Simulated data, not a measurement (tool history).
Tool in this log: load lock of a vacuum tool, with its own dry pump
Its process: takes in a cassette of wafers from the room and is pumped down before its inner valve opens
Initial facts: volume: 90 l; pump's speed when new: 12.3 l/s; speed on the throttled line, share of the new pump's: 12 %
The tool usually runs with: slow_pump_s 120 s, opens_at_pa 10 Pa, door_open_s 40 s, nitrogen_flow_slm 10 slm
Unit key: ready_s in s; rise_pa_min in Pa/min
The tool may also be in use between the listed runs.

| run | hour | slow_pump_s | opens_at_pa | door_open_s | nitrogen_flow_slm | incoming humidity of the room's air, % | ready_s | rise_pa_min |
|---|---|---|---|---|---|---|---|---|
| 1 | 0 | 120 | 10 | 40 | 10 | 44.6 | 180.1 | 0.157 |
| 2 | 54.3 | 120 | 10 | 40 | 10 | 44.7 | 177.7 | 0.163 |
| 3 | 115.3 | 120 | 10 | 40 | 10 | 42.6 | 177.5 | 0.162 |
| 4 | 184.2 | 120 | 10 | 40 | 10 | 44.4 | 178.6 | 0.174 |
| 5 | 270.3 | 120 | 10 | 40 | 10 | 44.1 | 177.1 | 0.178 |
| 6 | 373 | 120 | 10 | 40 | 10 | 44.2 | 179.8 | 0.178 |
| 7 | 492.9 | 120 | 10 | 40 | 10 | 45.7 | 178.5 | 0.185 |
| 8 | 608.7 | 120 | 10 | 40 | 10 | 46.5 | 179.9 | 0.198 |
| 9 | 682.4 | 120 | 10 | 40 | 10 | 43.9 | 177.7 | 0.196 |
| 10 | 742.2 | 120 | 10 | 40 | 10 | 43.5 | 178.9 | 0.192 |
| 11 | 822.8 | 120 | 10 | 40 | 10 | 47.5 | 179.4 | 0.2 |
| 12 | 925.7 | 120 | 10 | 40 | 10 | 48.8 | 177.2 | 0.214 |
| 13 | 990 | 120 | 10 | 40 | 10 | 45 | 179.4 | 0.205 |
| 14 | 1082.7 | 120 | 10 | 40 | 10 | 43.3 | 178.7 | 0.212 |
| 15 | 1141.6 | 82 | 10 | 40 | 10 | 45.3 | 146.9 | 0.214 |
| 16 | 1195.7 | 82 | 10 | 40 | 10 | 44.3 | 145.7 | 0.216 |
| 17 | 1307 | 82 | 10 | 40 | 10 | 47 | 147.3 | 0.233 |
| 18 | 1380.2 | 120 | 12 | 40 | 10 | 44.5 | 176.6 | 0.236 |
| 19 | 1481.9 | 120 | 12 | 40 | 10 | 50 | 178.9 | 0.245 |
| 20 | 1590.1 | 70 | 10 | 40 | 10 | 48.1 | 136.3 | 0.247 |
| 21 | 1657.5 | 70 | 10 | 40 | 10 | 43.8 | 135.6 | 0.251 |
| 22 | 1718 | 152 | 8 | 194 | 12 | 42.9 | 210.9 | 0.302 |
| 23 | 1777.7 | 152 | 19 | 74 | 12 | 44.6 | 202 | 0.26 |
| 24 | 1849.1 | 120 | 10 | 40 | 11 | 45.1 | 179.4 | 0.252 |
| 25 | 1925.3 | 226 | 9 | 137 | 5 | 46.6 | 274.1 | 0.309 |
| 26 | 2002.3 | 120 | 9 | 40 | 10 | 44.7 | 180.8 | 0.273 |
| 27 | 2119.9 | 120 | 10 | 40 | 29 | 46.9 | 180.9 | 0.268 |
| 28 | 2212.9 | 120 | 10 | 40 | 8 | 41.9 | 180.9 | 0.278 |
| 29 | 2330.3 | 120 | 10 | 64 | 34 | 46.6 | 179.8 | 0.285 |
| 30 | 2408.3 | 89 | 10 | 94 | 13 | 43.1 | 153.8 | 0.311 |
| 31 | 2494 | 89 | 10 | 94 | 13 | 43.2 | 154.6 | 0.313 |
| 32 | 2544.6 | 89 | 10 | 94 | 13 | 49.3 | 152.6 | 0.332 |
| 33 | 2602 | 61 | 16 | 198 | 6 | 43.7 | 125.5 | 0.381 |
| 34 | 2686.7 | 134 | 12 | 32 | 8 | 42.5 | 190 | 0.311 |
| 35 | 2788.4 | 231 | 10 | 43 | 10 | 47.6 | 275.6 | 0.323 |
| 36 | 2845.3 | 133 | 13 | 139 | 38 | 42.9 | 189.3 | 0.338 |

Here are 3 independent what-if runs from the current tool condition. What would each one return?
| A | 2921.2 | 133 | 13 | 50 | 38 | 43 | ? | ? |
| B | 2921.2 | 83 | 17 | 139 | 12 | 42.3 | ? | ? |
| C | 2921.2 | 133 | 13 | 166 | 38 | 47.1 | ? | ? |

| run | ready_s | rise_pa_min |
|---|---|---|
| A | 189.3 | 0.317 |
| B | 145.4 | 0.352 |
| C | 189 | 0.356 |
Stripped of hidden state, with their random variation kept, the same runs would have yielded:
| run | ready_s | rise_pa_min |
|---|---|---|
| A | 181.9 | 0.022 |
| B | 137.4 | 0.058 |
| C | 181.6 | 0.055 |

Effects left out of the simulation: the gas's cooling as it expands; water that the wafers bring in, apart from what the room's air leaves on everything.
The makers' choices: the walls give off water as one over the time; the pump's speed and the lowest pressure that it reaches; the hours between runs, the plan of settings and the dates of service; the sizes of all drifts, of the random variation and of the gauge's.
